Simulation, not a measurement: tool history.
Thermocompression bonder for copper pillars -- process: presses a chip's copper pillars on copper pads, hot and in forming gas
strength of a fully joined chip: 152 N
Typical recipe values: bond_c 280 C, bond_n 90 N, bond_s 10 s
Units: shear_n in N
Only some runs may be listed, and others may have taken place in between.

run   hour  bond_c  bond_n  bond_s  shear_n
  1      0     280      90      10       74
  2    6.3     280      90      10     74.6
  3   14.4     280      90      10     74.6
  4   24.3     280      90      10     74.7
  5   37.1     280      90      10     74.9
  6   47.1     280      55      10     59.3
  7   56.2     280      55      10     59.7
  8   63.8     280      55      10     59.6
  9   70.6     280      77      10       69
 10     83     280      77      10     69.5
 11   95.1     280      90      10     74.8
 12  109.5     280      90      10     74.7
 13  118.7     280      90      10     74.8
 14  127.2     280      90      10     74.5
 15  141.1     264     128      17     82.4

Run 16, settings as shown, results not yet in. Your forecast:
 16  149.5     264      59       7        ?

shear_n: 40.3 N
The same run, on a tool lacking any hidden state, would have yielded shear_n 40.2 N.

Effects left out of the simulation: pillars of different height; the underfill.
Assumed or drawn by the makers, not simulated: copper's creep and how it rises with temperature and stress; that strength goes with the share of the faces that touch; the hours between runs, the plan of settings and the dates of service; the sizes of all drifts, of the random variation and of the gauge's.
